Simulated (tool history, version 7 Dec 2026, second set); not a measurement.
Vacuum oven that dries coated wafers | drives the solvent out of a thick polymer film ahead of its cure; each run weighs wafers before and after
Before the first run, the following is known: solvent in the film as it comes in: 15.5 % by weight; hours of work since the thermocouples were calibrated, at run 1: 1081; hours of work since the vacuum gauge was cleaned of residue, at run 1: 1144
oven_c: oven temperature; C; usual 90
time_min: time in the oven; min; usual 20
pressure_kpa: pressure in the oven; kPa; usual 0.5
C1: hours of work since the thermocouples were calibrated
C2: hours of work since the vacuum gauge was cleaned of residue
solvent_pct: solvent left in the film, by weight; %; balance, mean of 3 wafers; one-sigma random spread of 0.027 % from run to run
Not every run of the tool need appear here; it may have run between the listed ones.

run 1 day=0 | oven_c=90 time_min=20 pressure_kpa=0.5 | C1=1081 C2=1144 | solvent_pct=0.65
run 2 day=2.221 | oven_c=90 time_min=20 pressure_kpa=0.5 | C1=1122 C2=1184 | solvent_pct=0.59
run 3 day=3.175 | oven_c=90 time_min=20 pressure_kpa=0.605 | C1=1140 C2=1202 | solvent_pct=0.58
run 4 day=4.175 | oven_c=90 time_min=20 pressure_kpa=0.605 | C1=1158 C2=1220 | solvent_pct=0.61
run 5 day=6.267 | oven_c=97 time_min=20 pressure_kpa=0.5 | C1=1196 C2=1259 | solvent_pct=0.21
run 6 day=7.733 | oven_c=90 time_min=15 pressure_kpa=0.5 | C1=1223 C2=1286 | solvent_pct=1.19
run 7 day=9.367 | oven_c=90 time_min=13 pressure_kpa=1.216 | C1=1253 C2=1316 | solvent_pct=1.81
run 8 day=11.108 | oven_c=90 time_min=13 pressure_kpa=1.216 | C1=1285 C2=1348 | solvent_pct=1.81
run 9 day=12.779 | oven_c=94 time_min=23 pressure_kpa=0.653 | C1=1316 C2=1378 | solvent_pct=0.26
run 10 day=13.788 | oven_c=88 time_min=20 pressure_kpa=0.355 | C1=1335 C2=1397 | solvent_pct=0.75

Run 11 comes next. What will it give?
run 11 day=15.058 | oven_c=79 time_min=15 pressure_kpa=0.401 | C1=1358 C2=1420 | solvent_pct=?

solvent_pct: 3.23 %
Minus the tool's unlogged condition, the same run would have read solvent_pct 3.25 %.
